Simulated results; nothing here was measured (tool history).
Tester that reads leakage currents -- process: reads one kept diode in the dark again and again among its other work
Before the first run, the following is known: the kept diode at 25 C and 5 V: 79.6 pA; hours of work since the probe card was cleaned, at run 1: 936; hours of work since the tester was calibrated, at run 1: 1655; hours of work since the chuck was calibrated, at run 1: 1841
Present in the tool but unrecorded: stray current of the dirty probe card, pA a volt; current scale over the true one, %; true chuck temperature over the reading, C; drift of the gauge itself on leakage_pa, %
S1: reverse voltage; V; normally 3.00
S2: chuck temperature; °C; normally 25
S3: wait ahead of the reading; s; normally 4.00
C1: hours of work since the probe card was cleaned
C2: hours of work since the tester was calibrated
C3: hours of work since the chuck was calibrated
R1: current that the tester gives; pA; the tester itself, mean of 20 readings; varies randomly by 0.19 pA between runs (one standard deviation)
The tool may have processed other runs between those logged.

{"run": 1, "hour": 0.0, "S1": 3.0, "S2": 25, "S3": 4.0, "C1": 936, "C2": 1655, "C3": 1841, "R1": 70.89}
{"run": 2, "hour": 91.7, "S1": 3.0, "S2": 28, "S3": 4.0, "C1": 988, "C2": 1707, "C3": 1892, "R1": 89.86}
{"run": 3, "hour": 269.6, "S1": 3.0, "S2": 28, "S3": 4.0, "C1": 1087, "C2": 1806, "C3": 1992, "R1": 89.96}
{"run": 4, "hour": 449.6, "S1": 3.0, "S2": 28, "S3": 3.71, "C1": 1188, "C2": 1907, "C3": 2093, "R1": 91.42}
{"run": 5, "hour": 582.0, "S1": 3.0, "S2": 28, "S3": 3.71, "C1": 1262, "C2": 1982, "C3": 2167, "R1": 91.67}
{"run": 6, "hour": 699.1, "S1": 3.0, "S2": 28, "S3": 2.56, "C1": 1328, "C2": 2047, "C3": 2233, "R1": 92.42}
{"hour": 788.9, "done": "probe card cleaned and baked"}
{"run": 7, "hour": 841.2, "S1": 3.0, "S2": 25, "S3": 0.35, "C1": 29, "C2": 2125, "C3": 2310, "R1": 75.74}
{"run": 8, "hour": 933.3, "S1": 3.0, "S2": 25, "S3": 0.35, "C1": 81, "C2": 2177, "C3": 2362, "R1": 76.25}
{"run": 9, "hour": 1093.9, "S1": 3.0, "S2": 25, "S3": 0.35, "C1": 171, "C2": 2267, "C3": 2452, "R1": 76.76}
{"hour": 1141.3, "done": "chuck's temperature calibrated"}
{"run": 10, "hour": 1238.7, "S1": 3.0, "S2": 25, "S3": 2.3, "C1": 251, "C2": 2347, "C3": 55, "R1": 67.93}
{"hour": 1395.7, "done": "probe card cleaned and baked, once more"}
{"run": 11, "hour": 1413.2, "S1": 3.0, "S2": 25, "S3": 4.0, "C1": 10, "C2": 2443, "C3": 151, "R1": 64.16}
{"run": 12, "hour": 1507.9, "S1": 3.0, "S2": 25, "S3": 5.96, "C1": 63, "C2": 2496, "C3": 204, "R1": 64.32}
{"run": 13, "hour": 1702.3, "S1": 3.0, "S2": 25, "S3": 5.96, "C1": 172, "C2": 2605, "C3": 313, "R1": 65.05}
{"run": 14, "hour": 1889.7, "S1": 3.0, "S2": 25, "S3": 5.96, "C1": 277, "C2": 2710, "C3": 418, "R1": 65.52}
{"run": 15, "hour": 2049.7, "S1": 3.0, "S2": 25, "S3": 4.0, "C1": 366, "C2": 2799, "C3": 507, "R1": 65.85}
{"run": 16, "hour": 2222.4, "S1": 3.0, "S2": 25, "S3": 4.0, "C1": 463, "C2": 2896, "C3": 604, "R1": 66.52}
{"run": 17, "hour": 2383.1, "S1": 8.07, "S2": 25, "S3": 4.0, "C1": 553, "C2": 2986, "C3": 694, "R1": 107.65}
{"run": 18, "hour": 2528.1, "S1": 8.07, "S2": 25, "S3": 4.0, "C1": 635, "C2": 3067, "C3": 775, "R1": 109.41}
{"run": 19, "hour": 2707.2, "S1": 8.07, "S2": 25, "S3": 4.0, "C1": 735, "C2": 3168, "C3": 876, "R1": 110.38}
{"run": 20, "hour": 2843.3, "S1": 8.07, "S2": 27, "S3": 4.0, "C1": 811, "C2": 3244, "C3": 952, "R1": 129.26}
{"run": 21, "hour": 2925.3, "S1": 3.0, "S2": 45, "S3": 0.78, "C1": 857, "C2": 3290, "C3": 998, "R1": 305.22}
{"run": 22, "hour": 3076.2, "S1": 3.0, "S2": 55, "S3": 6.75, "C1": 942, "C2": 3374, "C3": 1082, "R1": 606.67}
{"run": 23, "hour": 3202.0, "S1": 3.0, "S2": 59, "S3": 6.75, "C1": 1012, "C2": 3445, "C3": 1153, "R1": 792.95}
{"run": 24, "hour": 3361.7, "S1": 4.33, "S2": 32, "S3": 1.91, "C1": 1102, "C2": 3534, "C3": 1242, "R1": 142.87}
{"run": 25, "hour": 3555.5, "S1": 4.33, "S2": 32, "S3": 1.91, "C1": 1210, "C2": 3643, "C3": 1351, "R1": 143.88}
{"run": 26, "hour": 3705.8, "S1": 4.73, "S2": 32, "S3": 4.93, "C1": 1294, "C2": 3727, "C3": 1435, "R1": 150.61}
{"hour": 3846.2, "done": "probe card cleaned and baked"}
{"run": 27, "hour": 3880.1, "S1": 4.73, "S2": 32, "S3": 4.93, "C1": 19, "C2": 3823, "C3": 1531, "R1": 147.54}
{"run": 28, "hour": 3981.6, "S1": 4.73, "S2": 32, "S3": 4.93, "C1": 76, "C2": 3880, "C3": 1588, "R1": 148.49}
{"run": 29, "hour": 4081.0, "S1": 3.9, "S2": 35, "S3": 4.47, "C1": 132, "C2": 3936, "C3": 1644, "R1": 172.21}
{"run": 30, "hour": 4166.0, "S1": 10.28, "S2": 25, "S3": 0.31, "C1": 179, "C2": 3983, "C3": 1691, "R1": 129.89}
{"run": 31, "hour": 4305.7, "S1": 5.0, "S2": 25, "S3": 2.63, "C1": 257, "C2": 4062, "C3": 1770, "R1": 89.0}
{"run": 32, "hour": 4440.2, "S1": 5.0, "S2": 25, "S3": 2.63, "C1": 333, "C2": 4137, "C3": 1845, "R1": 90.25}
{"run": 33, "hour": 4524.2, "S1": 5.0, "S2": 26, "S3": 0.72, "C1": 380, "C2": 4184, "C3": 1892, "R1": 97.83}
{"run": 34, "hour": 4669.6, "S1": 5.0, "S2": 26, "S3": 0.72, "C1": 461, "C2": 4266, "C3": 1974, "R1": 98.96}
{"run": 35, "hour": 4767.7, "S1": 5.0, "S2": 26, "S3": 0.72, "C1": 516, "C2": 4321, "C3": 2029, "R1": 99.5}
{"run": 36, "hour": 4863.7, "S1": 5.0, "S2": 26, "S3": 0.72, "C1": 570, "C2": 4374, "C3": 2082, "R1": 99.75}
{"run": 37, "hour": 5047.1, "S1": 9.84, "S2": 25, "S3": 2.31, "C1": 673, "C2": 4477, "C3": 2185, "R1": 128.17}
{"run": 38, "hour": 5181.1, "S1": 9.84, "S2": 52, "S3": 3.17, "C1": 748, "C2": 4552, "C3": 2260, "R1": 917.19}
{"run": 39, "hour": 5272.0, "S1": 9.84, "S2": 52, "S3": 3.17, "C1": 799, "C2": 4603, "C3": 2311, "R1": 924.4}

Each row is a separate what-if for the run after 39, all from the same tool condition, not one after another. Results?
{"run": "A", "hour": 5372.2, "S1": 3.0, "S2": 25, "S3": 4.0, "C1": 855, "C2": 4659, "C3": 2367, "R1": "?"}
{"run": "B", "hour": 5372.2, "S1": 2.5, "S2": 46, "S3": 3.17, "C1": 855, "C2": 4659, "C3": 2367, "R1": "?"}
{"run": "C", "hour": 5372.2, "S1": 3.72, "S2": 52, "S3": 3.17, "C1": 855, "C2": 4659, "C3": 2367, "R1": "?"}
{"run": "D", "hour": 5372.2, "S1": 3.0, "S2": 25, "S3": 6.97, "C1": 855, "C2": 4659, "C3": 2367, "R1": "?"}

run=A R1=72.64
run=B R1=316.45
run=C R1=576.95
run=D R1=72.89
Take away the tool's hidden state, keep each run's random variation, and the runs would have read:
run=A R1=62.43
run=B R1=280.68
run=C R1=514.11
run=D R1=62.63
